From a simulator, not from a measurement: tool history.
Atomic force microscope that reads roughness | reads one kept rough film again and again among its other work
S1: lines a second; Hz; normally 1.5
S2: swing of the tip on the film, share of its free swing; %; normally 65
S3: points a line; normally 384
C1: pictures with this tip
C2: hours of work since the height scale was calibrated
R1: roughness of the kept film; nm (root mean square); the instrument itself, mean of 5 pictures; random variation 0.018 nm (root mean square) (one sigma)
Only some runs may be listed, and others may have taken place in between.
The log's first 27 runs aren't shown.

| run | hour | S1 | S2 | S3 | C1 | C2 | R1 |
|---|---|---|---|---|---|---|---|
|  | 933.4 | new tip fitted |
| 28 | 957.2 | 2.87 | 59 | 393 | 59 | 1568 | 3.473 |
|  | 980.8 | new tip fitted |
| 29 | 992.7 | 2.87 | 59 | 393 | 29 | 1595 | 3.882 |
|  | 1029.1 | new tip fitted |
| 30 | 1035.3 | 2.87 | 59 | 393 | 15 | 1627 | 4.1 |
| 31 | 1060.6 | 2.95 | 59 | 624 | 78 | 1647 | 3.329 |
|  | 1076.8 | new tip fitted |
| 32 | 1100 | 3.71 | 59 | 624 | 58 | 1677 | 3.532 |
|  | 1125.1 | new tip fitted |
| 33 | 1137.3 | 1.5 | 56 | 688 | 31 | 1705 | 3.901 |
|  | 1172 | new tip fitted |
| 34 | 1182.8 | 1.11 | 88 | 861 | 27 | 1740 | 3.811 |
| 35 | 1203.9 | 1.11 | 88 | 861 | 79 | 1757 | 3.164 |
|  | 1219.5 | new tip fitted |
| 36 | 1243.6 | 2.94 | 88 | 334 | 60 | 1787 | 2.929 |
|  | 1268.8 | new tip fitted |
| 37 | 1280.9 | 2.56 | 88 | 343 | 30 | 1815 | 3.299 |
| 38 | 1301.4 | 1.9 | 65 | 1010 | 81 | 1831 | 3.232 |
|  | 1316.5 | new tip fitted |
| 39 | 1334.6 | 1.5 | 88 | 384 | 45 | 1856 | 3.36 |
| 40 | 1356.1 | 3.21 | 77 | 402 | 98 | 1873 | 2.786 |
|  | 1367.2 | new tip fitted |
| 41 | 1383.6 | 0.89 | 74 | 321 | 41 | 1894 | 3.645 |
|  | 1417.6 | new tip fitted |
| 42 | 1427.6 | 0.89 | 59 | 321 | 25 | 1927 | 4.048 |
| 43 | 1463.2 | 1.62 | 59 | 321 | 113 | 1955 | 3.081 |
|  | 1467.5 | new tip fitted |
| 44 | 1487 | 1.62 | 59 | 321 | 48 | 1973 | 3.641 |
| 45 | 1507.8 | 1.62 | 59 | 321 | 100 | 1989 | 3.083 |
|  | 1514.4 | new tip fitted |
| 46 | 1534.7 | 3.27 | 89 | 384 | 51 | 2009 | 2.949 |
|  | 1562 | new tip fitted |
| 47 | 1562 | 0.97 | 68 | 384 | 0 | 2030 | 4.376 |
| 48 | 1583.3 | 1.65 | 67 | 310 | 53 | 2046 | 3.489 |
|  | 1610.7 | new tip fitted |
| 49 | 1624.8 | 2.5 | 66 | 384 | 36 | 2078 | 3.718 |
| 50 | 1648.4 | 1.62 | 64 | 384 | 94 | 2096 | 3.094 |

Below are 3 alternative next runs, each starting from the tool's condition after run 50. Predict each:
|  | 1660 | new tip fitted |
| A | 1677 | 2.35 | 87 | 692 | 42 | 2118 | ? |
|  | 1660 | new tip fitted |
| B | 1677 | 0.76 | 57 | 305 | 42 | 2118 | ? |
|  | 1660 | new tip fitted |
| C | 1677 | 1.62 | 72 | 393 | 42 | 2118 | ? |

| run | R1 |
|---|---|
| A | 3.286 |
| B | 3.783 |
| C | 3.625 |
Without the tool's unlogged condition, the same runs would have read:
| run | R1 |
|---|---|
| A | 3.977 |
| B | 4.579 |
| C | 4.386 |

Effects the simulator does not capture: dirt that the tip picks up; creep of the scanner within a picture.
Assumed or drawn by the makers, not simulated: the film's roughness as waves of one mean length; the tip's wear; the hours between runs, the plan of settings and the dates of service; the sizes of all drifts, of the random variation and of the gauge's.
